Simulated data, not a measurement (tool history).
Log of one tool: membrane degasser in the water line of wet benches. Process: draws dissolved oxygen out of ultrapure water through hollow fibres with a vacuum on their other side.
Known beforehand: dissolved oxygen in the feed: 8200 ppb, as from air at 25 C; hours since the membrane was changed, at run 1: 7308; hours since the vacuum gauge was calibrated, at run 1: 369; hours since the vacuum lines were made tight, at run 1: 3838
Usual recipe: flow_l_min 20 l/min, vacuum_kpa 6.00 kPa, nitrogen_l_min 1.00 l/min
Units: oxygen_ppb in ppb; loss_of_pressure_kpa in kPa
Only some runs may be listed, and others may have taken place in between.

run	day	flow_l_min	vacuum_kpa	nitrogen_l_min	hours since the membrane was changed	hours since the vacuum gauge was calibrated	hours since the vacuum lines were made tight	oxygen_ppb	loss_of_pressure_kpa
1	0.000	20	6.00	1.00	7308	369	3838	150.4	38.25
2	8.708	20	6.00	1.00	7517	578	4047	149.9	38.26
3	15.458	20	6.00	1.00	7679	740	4209	150.5	38.04
4	23.642	17	6.00	1.00	7876	937	4405	125.5	32.49
5	30.375	20	6.00	1.00	8037	1098	4567	151.6	38.14
6	39.500	21	6.00	1.00	8256	1317	4786	160.6	40.24
7	45.271	20	6.00	1.00	8395	1456	4925	152.8	38.22
8	51.762	20	6.00	1.00	8551	1612	5080	151.6	38.43
9	56.271	20	6.00	0.59	8659	1720	5189	224.0	38.55
10	61.171	20	6.00	0.59	8776	1837	5306	223.7	38.43
11	69.517	20	10.74	1.00	8977	2038	5506	357.9	38.46
12	75.042	20	10.74	1.00	9109	2170	5639	352.7	38.58
13	78.817	20	10.74	1.00	9200	2261	5730	354.1	38.82
14	84.142	27	9.31	0.42	9328	2389	5857	730.4	52.01
15	91.446	20	13.97	0.75	9503	2564	6033	611.9	38.20
16	97.900	13	13.07	0.75	9658	2719	6188	386.5	25.31
17	106.046	13	13.07	0.75	9853	2914	6383	389.4	24.82
18	111.342	23	6.00	2.06	9980	3042	6510	115.3	44.65
19	117.312	23	6.11	2.06	10124	3185	6654	118.1	44.18
20	122.033	18	6.11	0.48	10237	3298	6767	245.2	34.60
21	127.825	18	4.56	0.41	10376	3437	6906	146.9	34.73
22	133.271	19	12.62	0.41	10507	3568	7036	803.9	36.56
23	139.812	18	5.91	0.41	10664	3725	7194	260.5	34.90

Alternative continuations, all from the tool just after run 23; predict every row:
# day 145.917: seals of the vacuum lines changed
A	147.188	14	13.72	0.57	10839	3900	31	?	?
# day 145.917: seals of the vacuum lines changed
B	147.188	27	6.00	1.00	10839	3900	31	?	?
# day 145.917: seals of the vacuum lines changed
C	147.188	16	13.90	0.41	10839	3900	31	?	?
# day 145.917: seals of the vacuum lines changed
D	147.188	18	5.91	1.79	10839	3900	31	?	?
# day 145.917: seals of the vacuum lines changed
E	147.188	27	11.33	0.88	10839	3900	31	?	?

run	oxygen_ppb	loss_of_pressure_kpa
A	550.1	26.98
B	229.2	51.99
C	794.9	30.68
D	86.8	34.78
E	558.4	52.10
What these runs would have given with no unlogged condition in the tool:
run	oxygen_ppb	loss_of_pressure_kpa
A	539.8	25.96
B	209.4	50.02
C	781.2	29.51
D	78.8	33.47
E	539.3	50.13
